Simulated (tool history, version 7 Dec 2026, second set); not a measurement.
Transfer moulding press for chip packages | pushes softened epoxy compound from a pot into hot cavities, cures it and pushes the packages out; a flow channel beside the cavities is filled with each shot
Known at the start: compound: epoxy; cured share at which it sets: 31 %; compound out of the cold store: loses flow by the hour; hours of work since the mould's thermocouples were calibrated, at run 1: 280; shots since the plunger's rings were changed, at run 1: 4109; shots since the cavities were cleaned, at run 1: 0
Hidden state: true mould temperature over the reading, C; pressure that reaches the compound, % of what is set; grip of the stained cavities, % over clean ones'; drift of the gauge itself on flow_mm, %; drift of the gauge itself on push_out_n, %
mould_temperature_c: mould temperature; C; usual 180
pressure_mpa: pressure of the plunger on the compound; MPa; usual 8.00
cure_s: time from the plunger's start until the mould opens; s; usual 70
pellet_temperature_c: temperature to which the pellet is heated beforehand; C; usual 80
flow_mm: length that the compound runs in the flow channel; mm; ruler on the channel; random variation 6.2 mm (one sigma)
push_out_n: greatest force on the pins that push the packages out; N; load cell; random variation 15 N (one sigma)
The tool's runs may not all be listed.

run     day  mould_temperature_c  pressure_mpa  cure_s  pellet_temperature_c  hours of work since the mould's thermocouples were calibrated  shots since the plunger's rings were changed  shots since the cavities were cleaned  incoming compound's hours out of the cold store  flow_mm  push_out_n
  1   0.000                  180          8.00      70                    80                                                            280                                          4109                                      0                                             46.7      599         673
  2   1.754                  180          8.00      70                    80                                                            297                                          4486                                    377                                             18.6      631         934
  3   3.383                  180          8.00      70                    70                                                            313                                          4836                                    727                                             16.4      625        1081
      3.908  -- cavities cleaned with cleaning compound and waxed
  4   4.575                  180          8.00      61                    80                                                            324                                          5078                                    143                                             24.3      620        1167
      4.979  -- plunger's sealing rings changed
  5   6.583                  180          8.00      70                    80                                                            343                                           344                                    552                                             32.1      638        1013
      7.875  -- cavities cleaned with cleaning compound and waxed
  6   7.975                  176          8.00      70                    80                                                            356                                           629                                     21                                             26.6      647         954
  7   9.508                  180          9.05      70                    80                                                            371                                           959                                    351                                             22.3      695         917
  8  10.938                  180          9.05      70                    80                                                            385                                          1266                                    658                                             26.8      673         986
     11.788  -- cavities cleaned with cleaning compound and waxed
     12.162  -- mould's thermocouples calibrated
  9  13.008                  180          9.05      70                    80                                                              8                                          1679                                    244                                             43.8      659         881
 10  14.954                  180          9.05      70                    80                                                             27                                          2097                                    662                                             21.1      692        1048
     15.742  -- cavities cleaned with cleaning compound and waxed
 11  16.021                  180          8.00      70                    80                                                             37                                          2312                                     60                                             40.7      610         753
 12  17.875                  180          8.00      70                    80                                                             56                                          2711                                    459                                             36.3      610         945
     19.633  -- cavities cleaned with cleaning compound and waxed
 13  19.975                  180          8.00      70                    80                                                             76                                          3148                                     73                                              9.8      655         800
 14  21.225                  180          8.00      70                    80                                                             88                                          3416                                    341                                             40.3      619         891
 15  22.442                  180          8.00     101                    80                                                            100                                          3677                                    602                                             36.3      607         559
     23.517  -- cavities cleaned with cleaning compound and waxed
 16  23.517                  180          8.00     101                    80                                                            110                                          3895                                      0                                             36.8      603         385
 17  25.146                  180          6.33      70                    80                                                            126                                          4245                                    350                                             20.0      559         925
 18  27.238                  180          6.33      70                    80                                                            146                                          4694                                    799                                             13.1      559        1102
     27.417  -- cavities cleaned with cleaning compound and waxed
 19  28.354                  180          6.33      70                    80                                                            157                                          4920                                    201                                             30.8      536         817
     29.529  -- plunger's sealing rings changed
 20  30.042                  180          8.00      70                    75                                                            172                                           110                                    541                                             13.3      663        1032
     31.488  -- cavities cleaned with cleaning compound and waxed
 21  31.692                  180          6.04      70                    76                                                            188                                           451                                     44                                             37.7      548         735
 22  33.508                  180          7.95      80                    81                                                            206                                           841                                    434                                             11.5      655         719
 23  34.850                  180          7.95      78                    81                                                            219                                          1129                                    722                                             40.2      626         779
     35.342  -- cavities cleaned with cleaning compound and waxed
 24  36.004                  180          7.95      78                    81                                                            230                                          1363                                    142                                             33.2      631         604
 25  37.892                  184          8.00     109                    80                                                            248                                          1769                                    548                                             36.8      617         536
     39.233  -- cavities cleaned with cleaning compound and waxed
 26  39.558                  184          8.00     109                    80                                                            264                                          2113                                     69                                             42.6      606         406
 27  41.096                  184          8.00     109                    80                                                            279                                          2443                                    399                                             38.0      605         503

5 ways to go on from here, each from the tool as it stands after run 27. What would each give?
     43.088  -- cavities cleaned with cleaning compound and waxed
  A  43.292                  184          6.73      70                    87                                                            300                                          2902                                     44                                             16.5        ?           ?
     43.088  -- cavities cleaned with cleaning compound and waxed
  B  43.292                  181          8.00      92                    80                                                            300                                          2902                                     44                                             33.7        ?           ?
     43.088  -- cavities cleaned with cleaning compound and waxed
  C  43.292                  180          9.52      84                    80                                                            300                                          2902                                     44                                             32.9        ?           ?
     43.088  -- cavities cleaned with cleaning compound and waxed
  D  43.292                  184          6.54      57                    80                                                            300                                          2902                                     44                                             14.1        ?           ?
     43.088  -- cavities cleaned with cleaning compound and waxed
  E  43.292                  181          6.75      67                    80                                                            300                                          2902                                     44                                             23.6        ?           ?

run  flow_mm  push_out_n
  A      577         547
  B      611         416
  C      670         489
  D      569         985
  E      569         774
Without the tool's hidden state the same runs would have given:
run  flow_mm  push_out_n
  A      604         543
  B      640         401
  C      702         481
  D      595         986
  E      595         779
